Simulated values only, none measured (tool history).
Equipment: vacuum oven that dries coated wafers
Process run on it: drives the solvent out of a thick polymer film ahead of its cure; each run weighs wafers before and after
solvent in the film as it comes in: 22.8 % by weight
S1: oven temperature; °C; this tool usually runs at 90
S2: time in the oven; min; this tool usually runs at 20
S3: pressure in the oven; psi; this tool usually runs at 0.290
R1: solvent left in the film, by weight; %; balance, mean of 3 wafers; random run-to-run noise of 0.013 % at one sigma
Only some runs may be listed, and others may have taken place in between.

run 1 hour=0.0 | S1=90 S2=20 S3=0.290 | R1=5.74
run 2 hour=13.7 | S1=88 S2=20 S3=0.290 | R1=6.37
run 3 hour=28.0 | S1=90 S2=20 S3=0.574 | R1=6.87
run 4 hour=40.4 | S1=90 S2=20 S3=0.574 | R1=6.90
run 5 hour=56.1 | S1=90 S2=20 S3=0.574 | R1=6.85
run 6 hour=71.0 | S1=75 S2=20 S3=0.290 | R1=10.64
run 7 hour=82.1 | S1=75 S2=20 S3=0.290 | R1=10.65
run 8 hour=97.1 | S1=85 S2=20 S3=0.290 | R1=7.31
run 9 hour=104.7 | S1=90 S2=15 S3=0.290 | R1=7.53
run 10 hour=119.3 | S1=90 S2=15 S3=0.290 | R1=7.54
run 11 hour=129.6 | S1=90 S2=15 S3=0.290 | R1=7.55
run 12 hour=137.6 | S1=90 S2=15 S3=0.290 | R1=7.54
run 13 hour=154.9 | S1=90 S2=15 S3=0.290 | R1=7.55
run 14 hour=169.6 | S1=90 S2=15 S3=0.290 | R1=7.54
run 15 hour=182.7 | S1=90 S2=15 S3=0.290 | R1=7.56
run 16 hour=191.5 | S1=90 S2=15 S3=0.290 | R1=7.55
run 17 hour=204.8 | S1=90 S2=15 S3=0.290 | R1=7.57
run 18 hour=216.4 | S1=90 S2=15 S3=0.290 | R1=7.56
run 19 hour=231.3 | S1=90 S2=15 S3=0.290 | R1=7.55
run 20 hour=244.2 | S1=90 S2=15 S3=0.290 | R1=7.56
run 21 hour=255.9 | S1=90 S2=15 S3=0.290 | R1=7.54
run 22 hour=265.4 | S1=86 S2=15 S3=0.290 | R1=8.77
run 23 hour=281.2 | S1=78 S2=33 S3=0.329 | R1=6.85
run 24 hour=288.9 | S1=81 S2=34 S3=0.895 | R1=9.03
run 25 hour=305.0 | S1=81 S2=34 S3=0.895 | R1=9.00
run 26 hour=315.0 | S1=81 S2=34 S3=0.895 | R1=9.02
run 27 hour=323.6 | S1=81 S2=34 S3=0.895 | R1=9.04
run 28 hour=336.6 | S1=81 S2=34 S3=0.895 | R1=9.02
run 29 hour=343.9 | S1=81 S2=34 S3=0.895 | R1=9.04
run 30 hour=351.8 | S1=103 S2=21 S3=0.663 | R1=3.45
run 31 hour=362.3 | S1=103 S2=21 S3=0.663 | R1=3.46
run 32 hour=370.1 | S1=103 S2=21 S3=0.663 | R1=3.45
run 33 hour=385.3 | S1=84 S2=20 S3=0.661 | R1=9.35
run 34 hour=402.2 | S1=90 S2=12 S3=0.207 | R1=8.69
run 35 hour=413.1 | S1=90 S2=12 S3=0.207 | R1=8.72
run 36 hour=431.8 | S1=97 S2=14 S3=0.318 | R1=5.99
run 37 hour=448.8 | S1=97 S2=14 S3=0.318 | R1=5.98
run 38 hour=458.0 | S1=82 S2=13 S3=0.318 | R1=11.03
run 39 hour=468.6 | S1=82 S2=13 S3=0.318 | R1=11.01
run 40 hour=483.3 | S1=102 S2=34 S3=0.654 | R1=2.45
run 41 hour=494.8 | S1=102 S2=34 S3=0.654 | R1=2.45
run 42 hour=505.3 | S1=91 S2=17 S3=1.005 | R1=9.06
run 43 hour=513.6 | S1=91 S2=17 S3=1.005 | R1=9.09

The log once held 1 entry between its listed runs, left out of this copy. Where does each go, and what is different about the tool's unlogged condition between the listed run before it and the listed run after it?
Runs 35 to 36: oven's thermocouples calibrated (hour 427.7)
  true wafer temperature over the reading, C: 0.02 -> 0
